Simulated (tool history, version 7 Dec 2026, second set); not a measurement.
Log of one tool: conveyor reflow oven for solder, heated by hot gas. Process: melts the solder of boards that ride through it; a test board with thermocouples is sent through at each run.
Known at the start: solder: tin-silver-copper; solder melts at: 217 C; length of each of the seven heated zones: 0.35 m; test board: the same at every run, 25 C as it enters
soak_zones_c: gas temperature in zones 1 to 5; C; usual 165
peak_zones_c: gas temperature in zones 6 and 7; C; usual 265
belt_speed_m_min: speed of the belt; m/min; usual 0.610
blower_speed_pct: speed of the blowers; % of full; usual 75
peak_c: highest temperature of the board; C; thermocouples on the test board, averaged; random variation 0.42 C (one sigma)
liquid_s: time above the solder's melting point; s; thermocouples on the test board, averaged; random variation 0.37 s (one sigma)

run 1 day=0.000 | soak_zones_c=165 peak_zones_c=265 belt_speed_m_min=0.610 blower_speed_pct=75 | peak_c=246.8 liquid_s=45.4
run 2 day=0.467 | soak_zones_c=165 peak_zones_c=265 belt_speed_m_min=0.610 blower_speed_pct=75 | peak_c=246.9 liquid_s=45.0
run 3 day=1.062 | soak_zones_c=165 peak_zones_c=265 belt_speed_m_min=0.610 blower_speed_pct=75 | peak_c=246.3 liquid_s=44.3
run 4 day=1.438 | soak_zones_c=165 peak_zones_c=265 belt_speed_m_min=0.610 blower_speed_pct=75 | peak_c=246.9 liquid_s=44.0
run 5 day=1.875 | soak_zones_c=165 peak_zones_c=265 belt_speed_m_min=0.610 blower_speed_pct=75 | peak_c=246.4 liquid_s=44.5
run 6 day=2.583 | soak_zones_c=165 peak_zones_c=265 belt_speed_m_min=0.510 blower_speed_pct=75 | peak_c=253.0 liquid_s=60.3
run 7 day=3.388 | soak_zones_c=165 peak_zones_c=265 belt_speed_m_min=0.510 blower_speed_pct=75 | peak_c=252.7 liquid_s=60.3
run 8 day=4.142 | soak_zones_c=165 peak_zones_c=267 belt_speed_m_min=0.510 blower_speed_pct=75 | peak_c=253.7 liquid_s=60.9
run 9 day=4.892 | soak_zones_c=165 peak_zones_c=267 belt_speed_m_min=0.510 blower_speed_pct=75 | peak_c=254.4 liquid_s=60.6
run 10 day=5.467 | soak_zones_c=165 peak_zones_c=267 belt_speed_m_min=0.510 blower_speed_pct=75 | peak_c=254.4 liquid_s=61.4
run 11 day=5.846 | soak_zones_c=165 peak_zones_c=265 belt_speed_m_min=0.610 blower_speed_pct=75 | peak_c=247.0 liquid_s=43.9
run 12 day=6.371 | soak_zones_c=165 peak_zones_c=253 belt_speed_m_min=0.610 blower_speed_pct=75 | peak_c=237.2 liquid_s=35.5
run 13 day=6.788 | soak_zones_c=165 peak_zones_c=253 belt_speed_m_min=0.610 blower_speed_pct=75 | peak_c=236.7 liquid_s=35.1
run 14 day=7.400 | soak_zones_c=165 peak_zones_c=253 belt_speed_m_min=0.610 blower_speed_pct=54 | peak_c=230.6 liquid_s=26.0
run 15 day=7.925 | soak_zones_c=165 peak_zones_c=253 belt_speed_m_min=0.610 blower_speed_pct=54 | peak_c=230.3 liquid_s=25.7
run 16 day=8.342 | soak_zones_c=165 peak_zones_c=265 belt_speed_m_min=0.610 blower_speed_pct=75 | peak_c=245.6 liquid_s=44.4
run 17 day=9.083 | soak_zones_c=176 peak_zones_c=275 belt_speed_m_min=0.669 blower_speed_pct=57 | peak_c=247.9 liquid_s=42.4
run 18 day=9.754 | soak_zones_c=176 peak_zones_c=256 belt_speed_m_min=0.701 blower_speed_pct=57 | peak_c=231.4 liquid_s=25.4
run 19 day=10.096 | soak_zones_c=153 peak_zones_c=264 belt_speed_m_min=0.687 blower_speed_pct=87 | peak_c=240.9 liquid_s=32.6
run 20 day=10.896 | soak_zones_c=160 peak_zones_c=264 belt_speed_m_min=0.687 blower_speed_pct=87 | peak_c=243.1 liquid_s=34.3
run 21 day=11.438 | soak_zones_c=160 peak_zones_c=264 belt_speed_m_min=0.687 blower_speed_pct=87 | peak_c=242.3 liquid_s=34.6
run 22 day=11.933 | soak_zones_c=168 peak_zones_c=268 belt_speed_m_min=0.576 blower_speed_pct=59 | peak_c=247.2 liquid_s=47.2
run 23 day=12.658 | soak_zones_c=171 peak_zones_c=273 belt_speed_m_min=0.610 blower_speed_pct=75 | peak_c=254.7 liquid_s=51.6
run 24 day=13.079 | soak_zones_c=158 peak_zones_c=265 belt_speed_m_min=0.551 blower_speed_pct=75 | peak_c=248.9 liquid_s=49.3
run 25 day=13.904 | soak_zones_c=162 peak_zones_c=266 belt_speed_m_min=0.545 blower_speed_pct=83 | peak_c=252.5 liquid_s=54.6
run 26 day=14.725 | soak_zones_c=161 peak_zones_c=255 belt_speed_m_min=0.573 blower_speed_pct=83 | peak_c=240.4 liquid_s=41.9
-- day=15.288 flux residue cleaned out of gas plates and filters
run 27 day=15.458 | soak_zones_c=156 peak_zones_c=261 belt_speed_m_min=0.597 blower_speed_pct=84 | peak_c=245.5 liquid_s=43.3
run 28 day=15.888 | soak_zones_c=156 peak_zones_c=261 belt_speed_m_min=0.597 blower_speed_pct=84 | peak_c=245.1 liquid_s=43.0
run 29 day=16.350 | soak_zones_c=165 peak_zones_c=271 belt_speed_m_min=0.610 blower_speed_pct=75 | peak_c=252.4 liquid_s=49.8
run 30 day=16.842 | soak_zones_c=173 peak_zones_c=254 belt_speed_m_min=0.610 blower_speed_pct=56 | peak_c=234.1 liquid_s=34.8
run 31 day=17.588 | soak_zones_c=151 peak_zones_c=255 belt_speed_m_min=0.568 blower_speed_pct=54 | peak_c=233.2 liquid_s=28.9

Some steps in peak_c between neighbouring runs. How much of each would the tool show without its hidden state too (settings, what came in, random variation), and how much is left for the hidden state, with any gauge scatter that isn't in both results?
The hidden state here: heat that the gas passes to the board, % of a clean oven's; belt's true speed, % of the reading; true gas temperature in zones 6 and 7 over the reading, C; drift of the gauge itself on peak_c, C; drift of the gauge itself on liquid_s, %.
Run 15 -> 16: peak_zones_c 253 -> 265, blower_speed_pct 54 -> 75. peak_c +15.3 C: hidden state -0.3, all else +15.6.
Run 17 -> 18: peak_zones_c 275 -> 256, belt_speed_m_min 0.669 -> 0.701. peak_c -16.5 C: hidden state -0.1, all else -16.4.
Run 18 -> 19: soak_zones_c 176 -> 153, peak_zones_c 256 -> 264, belt_speed_m_min 0.701 -> 0.687, blower_speed_pct 57 -> 87. peak_c +9.5 C: hidden state -0.5, all else +10.0.
Run 21 -> 22: soak_zones_c 160 -> 168, peak_zones_c 264 -> 268, belt_speed_m_min 0.687 -> 0.576, blower_speed_pct 87 -> 59. peak_c +4.9 C: hidden state +0.5, all else +4.4.
Run 26 -> 27: soak_zones_c 161 -> 156, peak_zones_c 255 -> 261, belt_speed_m_min 0.573 -> 0.597, blower_speed_pct 83 -> 84, flux residue cleaned out of gas plates and filters. peak_c +5.1 C: hidden state +2.0, all else +3.1.
Run 29 -> 30: soak_zones_c 165 -> 173, peak_zones_c 271 -> 254, blower_speed_pct 75 -> 56. peak_c -18.3 C: hidden state +0.0, all else -18.3.
